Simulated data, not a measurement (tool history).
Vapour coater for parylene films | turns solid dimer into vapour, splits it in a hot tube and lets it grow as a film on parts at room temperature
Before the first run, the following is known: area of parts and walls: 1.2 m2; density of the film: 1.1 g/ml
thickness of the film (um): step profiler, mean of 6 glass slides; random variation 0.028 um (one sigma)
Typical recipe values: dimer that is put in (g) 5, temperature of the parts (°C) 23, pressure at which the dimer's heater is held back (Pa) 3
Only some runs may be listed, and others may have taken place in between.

| run | hour | dimer that is put in (g) | temperature of the parts (°C) | pressure at which the dimer's heater is held back (Pa) | thickness of the film (um) |
|---|---|---|---|---|---|
| 1 | 0 | 5 | 23 | 3 | 2.21 |
| 2 | 32.2 | 5 | 23 | 3 | 2.13 |
| 3 | 75.4 | 5 | 23 | 3 | 2.16 |
|  | 94.1 | trap's valve overhauled |
| 4 | 108.2 | 5 | 23 | 3 | 2.38 |
| 5 | 136.4 | 5 | 23 | 3 | 2.32 |
| 6 | 171.7 | 5 | 23 | 3 | 2.31 |
| 7 | 211.5 | 5 | 27 | 2.21 | 2.04 |
| 8 | 250.6 | 5 | 27 | 2.21 | 2.05 |
| 9 | 287.6 | 9 | 26 | 3.04 | 3.66 |
| 10 | 320.1 | 5 | 17 | 3 | 2.59 |
| 11 | 340.9 | 4 | 17 | 2.15 | 2.14 |

Measured less the same run without the tool's hidden state. The same run-to-run variation is in both; the gauge's scatter may not be:
The tool's hidden condition here consists of: vapour lost through the trap's worn valve, %; true temperature of the parts over the reading, C; drift of the gauge itself on film_um, %.
| run | thickness of the film (um) |
|---|---|
| 1 | -0.17 |
| 2 | -0.19 |
| 3 | -0.22 |
| 4 | -0.01 |
| 5 | -0.03 |
| 6 | -0.06 |
| 7 | -0.07 |
| 8 | -0.1 |
| 9 | -0.22 |
| 10 | -0.19 |
| 11 | -0.16 |

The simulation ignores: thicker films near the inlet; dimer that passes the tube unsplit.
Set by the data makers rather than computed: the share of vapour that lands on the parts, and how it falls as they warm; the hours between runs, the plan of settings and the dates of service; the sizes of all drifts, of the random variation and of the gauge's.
